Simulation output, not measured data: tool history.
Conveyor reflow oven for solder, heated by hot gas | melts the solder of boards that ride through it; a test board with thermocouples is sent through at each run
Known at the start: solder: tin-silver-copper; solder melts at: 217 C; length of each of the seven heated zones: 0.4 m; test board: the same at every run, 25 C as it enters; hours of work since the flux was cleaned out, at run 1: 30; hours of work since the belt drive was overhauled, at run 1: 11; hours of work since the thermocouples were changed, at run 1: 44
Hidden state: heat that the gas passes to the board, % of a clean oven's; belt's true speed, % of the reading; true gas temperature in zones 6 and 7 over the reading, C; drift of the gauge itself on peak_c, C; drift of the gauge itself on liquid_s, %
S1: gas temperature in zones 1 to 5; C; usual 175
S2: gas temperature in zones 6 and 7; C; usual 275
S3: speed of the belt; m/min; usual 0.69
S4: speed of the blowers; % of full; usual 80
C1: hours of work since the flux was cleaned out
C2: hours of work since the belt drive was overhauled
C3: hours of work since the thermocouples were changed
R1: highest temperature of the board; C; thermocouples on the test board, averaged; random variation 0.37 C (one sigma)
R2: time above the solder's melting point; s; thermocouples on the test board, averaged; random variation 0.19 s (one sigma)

run 1 day=0 | S1=175 S2=275 S3=0.69 S4=80 | C1=30 C2=11 C3=44 | R1=263.3 R2=59
run 2 day=0.262 | S1=175 S2=275 S3=0.69 S4=80 | C1=33 C2=14 C3=48 | R1=263 R2=58.7
run 3 day=0.7 | S1=175 S2=275 S3=0.595 S4=80 | C1=39 C2=20 C3=53 | R1=266.4 R2=70.6
run 4 day=1.096 | S1=175 S2=275 S3=0.595 S4=80 | C1=44 C2=25 C3=58 | R1=266.4 R2=70.5
run 5 day=1.517 | S1=175 S2=284 S3=0.69 S4=80 | C1=49 C2=30 C3=64 | R1=270.8 R2=62.2
run 6 day=1.979 | S1=175 S2=275 S3=0.69 S4=80 | C1=55 C2=36 C3=70 | R1=262.9 R2=58.9
run 7 day=2.233 | S1=175 S2=275 S3=0.69 S4=80 | C1=58 C2=40 C3=73 | R1=263.2 R2=58.8
run 8 day=2.467 | S1=175 S2=275 S3=0.69 S4=80 | C1=61 C2=43 C3=76 | R1=262.6 R2=58.7
run 9 day=2.692 | S1=175 S2=275 S3=0.69 S4=80 | C1=64 C2=45 C3=79 | R1=263.1 R2=58.6
run 10 day=2.9 | S1=172 S2=280 S3=0.69 S4=80 | C1=67 C2=48 C3=81 | R1=267.5 R2=59.7
run 11 day=3.333 | S1=172 S2=280 S3=0.69 S4=80 | C1=72 C2=54 C3=87 | R1=267 R2=59.4
run 12 day=3.767 | S1=168 S2=289 S3=0.69 S4=78 | C1=78 C2=59 C3=92 | R1=273.8 R2=61.7
run 13 day=4.05 | S1=173 S2=275 S3=0.626 S4=60 | C1=81 C2=63 C3=96 | R1=260.8 R2=63.7
run 14 day=4.367 | S1=173 S2=270 S3=0.818 S4=53 | C1=86 C2=67 C3=100 | R1=246.7 R2=38.4
run 15 day=4.738 | S1=176 S2=267 S3=0.617 S4=74 | C1=90 C2=72 C3=105 | R1=257.4 R2=63.8
run 16 day=4.971 | S1=176 S2=267 S3=0.567 S4=74 | C1=93 C2=75 C3=108 | R1=259.4 R2=71.1
run 17 day=5.262 | S1=175 S2=275 S3=0.69 S4=63 | C1=97 C2=78 C3=112 | R1=259.8 R2=56.9

Some steps in R1 between neighbouring runs. How much of each would the tool show without its hidden state too (settings, what came in, random variation), and how much is left for the hidden state, with any gauge scatter that isn't in both results?
Run 13 -> 14: S2 275 -> 270, S3 0.626 -> 0.818, S4 60 -> 53. R1 -14.1 C: hidden state -0.2, all else -13.9.
Run 14 -> 15: S1 173 -> 176, S2 270 -> 267, S3 0.818 -> 0.617, S4 53 -> 74. R1 +10.7 C: hidden state +0.3, all else +10.4.
